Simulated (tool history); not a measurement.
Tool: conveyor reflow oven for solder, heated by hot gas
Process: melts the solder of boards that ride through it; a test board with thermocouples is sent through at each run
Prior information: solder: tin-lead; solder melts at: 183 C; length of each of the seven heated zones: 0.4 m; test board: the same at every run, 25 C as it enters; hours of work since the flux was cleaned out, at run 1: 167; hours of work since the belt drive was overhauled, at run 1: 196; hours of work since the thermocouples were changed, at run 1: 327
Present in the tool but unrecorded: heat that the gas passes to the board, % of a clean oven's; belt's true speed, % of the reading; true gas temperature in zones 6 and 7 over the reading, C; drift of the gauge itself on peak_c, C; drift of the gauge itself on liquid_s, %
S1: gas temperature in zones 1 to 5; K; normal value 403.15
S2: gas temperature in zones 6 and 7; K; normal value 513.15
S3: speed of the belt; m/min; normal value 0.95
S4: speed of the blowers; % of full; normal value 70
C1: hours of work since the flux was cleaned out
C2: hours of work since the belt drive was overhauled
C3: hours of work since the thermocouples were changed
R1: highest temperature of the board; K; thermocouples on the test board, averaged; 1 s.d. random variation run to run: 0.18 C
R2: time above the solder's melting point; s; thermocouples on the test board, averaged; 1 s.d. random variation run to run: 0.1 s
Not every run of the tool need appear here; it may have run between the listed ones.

run 1 hour=0 | S1=403.15 S2=513.15 S3=0.95 S4=70 | C1=167 C2=196 C3=327 | R1=491.15 R2=36.2
run 2 hour=18.3 | S1=403.15 S2=513.15 S3=0.95 S4=70 | C1=180 C2=210 C3=340 | R1=491.35 R2=36.1
run 3 hour=37.8 | S1=403.15 S2=513.15 S3=0.95 S4=70 | C1=194 C2=224 C3=354 | R1=490.85 R2=36.2
run 4 hour=58 | S1=403.15 S2=513.15 S3=0.95 S4=70 | C1=208 C2=238 C3=369 | R1=490.75 R2=36.3
run 5 hour=70.9 | S1=403.15 S2=513.15 S3=0.95 S4=70 | C1=218 C2=247 C3=378 | R1=490.55 R2=36.1
run 6 hour=87.4 | S1=403.15 S2=513.15 S3=0.95 S4=70 | C1=229 C2=259 C3=390 | R1=490.75 R2=36.2
run 7 hour=105.6 | S1=403.15 S2=508.15 S3=0.95 S4=70 | C1=243 C2=272 C3=403 | R1=486.45 R2=33.7
-- hour=112.6 flux residue cleaned out of gas plates and filters
run 8 hour=124.5 | S1=403.15 S2=508.15 S3=0.95 S4=70 | C1=9 C2=282 C3=413 | R1=486.05 R2=33.6
run 9 hour=135.1 | S1=403.15 S2=508.15 S3=0.95 S4=70 | C1=16 C2=290 C3=420 | R1=486.15 R2=33.6
run 10 hour=147.7 | S1=403.15 S2=513.15 S3=0.775 S4=70 | C1=25 C2=299 C3=429 | R1=497.05 R2=49.1
run 11 hour=159.2 | S1=403.15 S2=513.15 S3=0.775 S4=70 | C1=34 C2=307 C3=438 | R1=497.15 R2=49
run 12 hour=170.9 | S1=403.15 S2=513.15 S3=0.775 S4=70 | C1=42 C2=316 C3=446 | R1=496.95 R2=48.8
run 13 hour=191.9 | S1=411.15 S2=524.15 S3=0.775 S4=70 | C1=57 C2=331 C3=461 | R1=508.35 R2=55.7
run 14 hour=207.7 | S1=411.15 S2=506.15 S3=0.969 S4=62 | C1=68 C2=342 C3=473 | R1=482.85 R2=32.2
run 15 hour=217 | S1=403.15 S2=513.15 S3=0.943 S4=83 | C1=75 C2=349 C3=479 | R1=493.95 R2=38.4
-- hour=231.2 flux residue cleaned out of gas plates and filters, once more
run 16 hour=240.9 | S1=403.15 S2=513.15 S3=0.943 S4=83 | C1=7 C2=362 C3=493 | R1=496.05 R2=39.7
run 17 hour=251.3 | S1=403.15 S2=513.15 S3=0.95 S4=70 | C1=15 C2=370 C3=500 | R1=491.85 R2=37.1
run 18 hour=272.5 | S1=405.15 S2=513.15 S3=0.95 S4=70 | C1=30 C2=385 C3=516 | R1=492.55 R2=37.6
run 19 hour=291.9 | S1=395.15 S2=504.15 S3=0.883 S4=55 | C1=44 C2=399 C3=530 | R1=480.35 R2=30.3
run 20 hour=309.9 | S1=394.15 S2=520.15 S3=0.839 S4=82 | C1=57 C2=412 C3=542 | R1=504.15 R2=46.8
run 21 hour=326.5 | S1=417.15 S2=503.15 S3=0.87 S4=78 | C1=69 C2=424 C3=554 | R1=490.05 R2=43.9
run 22 hour=346.2 | S1=402.15 S2=526.15 S3=0.959 S4=71 | C1=83 C2=438 C3=569 | R1=502.55 R2=41.2
run 23 hour=367.3 | S1=402.15 S2=526.15 S3=0.959 S4=71 | C1=98 C2=453 C3=584 | R1=502.25 R2=40.8

Difference, measured minus no-hidden-state, one row per run. Run-to-run variation is common to both terms; the gauge's own scatter need not be:
run=1 R1=-2.1 R2=-0.9
run=2 R1=-2.1 R2=-1
run=3 R1=-2.2 R2=-1
run=4 R1=-2.3 R2=-1
run=5 R1=-2.3 R2=-1.1
run=6 R1=-2.4 R2=-1.1
run=7 R1=-2.4 R2=-1.3
run=8 R1=-2.8 R2=-1.5
run=9 R1=-2.7 R2=-1.5
run=10 R1=-2.6 R2=-1
run=11 R1=-2.7 R2=-1.1
run=12 R1=-2.7 R2=-1.1
run=13 R1=-2.8 R2=-0.5
run=14 R1=-2.8 R2=-1.8
run=15 R1=-3.4 R2=-1.4
run=16 R1=-1 R2=+0
run=17 R1=-1 R2=-0.1
run=18 R1=-1.1 R2=-0.2
run=19 R1=-1.1 R2=-0.5
run=20 R1=-1.5 R2=+0
run=21 R1=-1.4 R2=-0.2
run=22 R1=-1.5 R2=-0.1
run=23 R1=-1.6 R2=-0.2

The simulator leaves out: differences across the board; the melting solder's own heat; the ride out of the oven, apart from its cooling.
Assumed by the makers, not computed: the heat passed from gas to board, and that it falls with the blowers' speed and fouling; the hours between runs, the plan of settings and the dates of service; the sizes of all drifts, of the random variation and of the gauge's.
